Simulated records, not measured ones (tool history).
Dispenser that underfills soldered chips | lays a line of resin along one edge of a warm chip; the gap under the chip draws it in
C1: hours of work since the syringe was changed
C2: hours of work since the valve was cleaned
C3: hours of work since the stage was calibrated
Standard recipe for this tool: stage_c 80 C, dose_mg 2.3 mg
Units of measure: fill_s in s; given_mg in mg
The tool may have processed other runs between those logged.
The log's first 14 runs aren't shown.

At hour 65.1: new syringe of resin.
Run 15, hour 65.1: usual settings but dose_mg 2.71 mg; C1 0; C2 88; C3 52. Result: fill_s 53.2 s, given_mg 2.46 mg.
Run 16, hour 69.1: usual settings but dose_mg 2.71 mg; C1 2; C2 90; C3 55. Result: fill_s 60.8 s, given_mg 2.46 mg.
Run 17, hour 73.3: usual settings but dose_mg 2.71 mg; C1 5; C2 92; C3 57. Result: fill_s 71.4 s, given_mg 2.43 mg.
At hour 75: new syringe of resin.
Run 18, hour 80.4: usual settings but dose_mg 2.71 mg; C1 3; C2 97; C3 61. Result: fill_s 64.8 s, given_mg 2.46 mg.
Run 19, hour 83.8: usual settings but stage_c 73 C, dose_mg 2.36 mg; C1 5; C2 99; C3 63. Result: fill_s 96.2 s, given_mg 2.11 mg.
At hour 85.1: new syringe of resin.
Run 20, hour 87.6: usual settings but stage_c 79 C, dose_mg 2.8 mg; C1 1; C2 101; C3 66. Result: fill_s 61.1 s, given_mg 2.53 mg.
Run 21, hour 91.9: usual settings but stage_c 87 C, dose_mg 2.2 mg; C1 4; C2 103; C3 68. Result: fill_s 53.8 s, given_mg 1.99 mg.
At hour 95.4: new syringe of resin.
Run 22, hour 98.3: usual settings but stage_c 87 C, dose_mg 2.2 mg; C1 2; C2 107; C3 72. Result: fill_s 46.7 s, given_mg 1.97 mg.
At hour 105.2: new syringe of resin.
Run 23, hour 106.1: usual settings but stage_c 87 C, dose_mg 2.2 mg; C1 1; C2 112; C3 76. Result: fill_s 43.5 s, given_mg 1.95 mg.
Run 24, hour 111: usual settings but stage_c 87 C, dose_mg 2.2 mg; C1 4; C2 115; C3 79. Result: fill_s 50.9 s, given_mg 1.95 mg.
At hour 115.3: new syringe of resin.
At hour 119.2: dispensing valve cleaned and set on the balance.
Run 25, hour 119.2: usual settings but stage_c 87 C, dose_mg 2.2 mg; C1 2; C2 0; C3 84. Result: fill_s 46.2 s, given_mg 2.19 mg.
Run 26, hour 124.5: usual settings but stage_c 85 C, dose_mg 2.56 mg; C1 5; C2 3; C3 87. Result: fill_s 58.6 s, given_mg 2.56 mg.

Run 27, settings as shown, results not yet in. Your forecast:
At hour 126.5: new syringe of resin.
Run 27, hour 128.3: usual settings but stage_c 85 C, dose_mg 2.56 mg; C1 1; C2 5; C3 89. Result: fill_s ?, given_mg ?.

fill_s: 47.8 s
given_mg: 2.54 mg
On a tool with no hidden condition, and with the same random variation, this run would have come out at fill_s 44.1 s, given_mg 2.56 mg.
